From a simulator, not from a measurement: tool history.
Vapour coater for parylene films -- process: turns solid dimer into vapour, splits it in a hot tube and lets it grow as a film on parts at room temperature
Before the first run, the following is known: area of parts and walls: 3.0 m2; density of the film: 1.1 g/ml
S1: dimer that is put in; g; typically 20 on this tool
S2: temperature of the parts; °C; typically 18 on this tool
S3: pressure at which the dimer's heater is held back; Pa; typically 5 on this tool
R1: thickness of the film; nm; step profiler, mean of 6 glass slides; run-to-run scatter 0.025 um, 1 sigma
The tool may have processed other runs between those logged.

run	hour	S1	S2	S3	R1
1	0	20	18	5	4550
2	19.8	20	18	5	4570
3	41	20	18	5	4610
4	58.9	20	16	5	4970
5	80.5	13	16	5	3220
6	106.8	13	16	5	3240
7	133.2	13	16	5	3200
8	156	20	18	5	4520
9	187	20	18	5	4570
10	208.2	20	18	5	4570
11	234.5	30	18	5	6870
12	249.2	30	18	5	6860
13	275.8	30	18	5	6830
14	290.6	20	18	5	4550
15	322.4	20	18	5	4610
16	345.5	20	18	5	4580
17	359.7	20	18	5	4560
18	375.1	20	18	5	4560
# hour 405.4: trap's valve overhauled
19	405.4	20	18	5	4590
20	437.1	20	18	5	4580
21	458.2	20	18	5	4590
22	484.7	20	18	5	4560
23	514.9	28	18	5	6440
24	537.9	20	18	5	4590
25	566.3	8	23	5	1490
26	591.4	8	23	5	1500
27	607.9	20	18	7.34	4460
28	633.7	20	18	7.34	4480
29	651.3	20	18	7.34	4450
30	668	20	18	5	4560
31	700.1	15	28	6.6	2230
32	725	18	29	11.63	2520
33	750.1	29	18	2.83	6880
34	774.2	14	18	2.83	3310
35	799.9	14	18	2.83	3300
36	824	19	15	2.75	5100
37	844.7	19	22	4.2	3760
38	861.7	20	18	10.09	4380
39	883.3	20	18	5	4580
40	903	20	18	5	4590
41	922.5	20	18	5	4600
42	948	20	18	5	4570
43	972.1	20	16	7.08	4840
44	1004.1	20	16	7.08	4890
45	1026.4	20	12	3.08	5890
46	1040.4	15	18	6.05	3380
47	1060	15	18	6.05	3390

Measured minus without-hidden-state, run by run (identical run-to-run variation in each term; gauge scatter may differ):
Hidden state present: vapour lost through the trap's worn valve, %; true temperature of the parts over the reading, C; drift of the gauge itself on film_um, %.
run	R1
1	-20
2	-10
3	-10
4	-20
5	-10
6	+0
7	-10
8	-10
9	-10
10	-10
11	-20
12	-20
13	-30
14	-10
15	-10
16	-20
17	-10
18	-10
19	+0
20	+0
21	+0
22	+0
23	+0
24	+0
25	+0
26	+0
27	-10
28	-10
29	+0
30	+0
31	+0
32	+0
33	+0
34	+0
35	-10
36	+0
37	+0
38	-10
39	-10
40	-10
41	-10
42	-10
43	+0
44	-10
45	-20
46	+0
47	-10
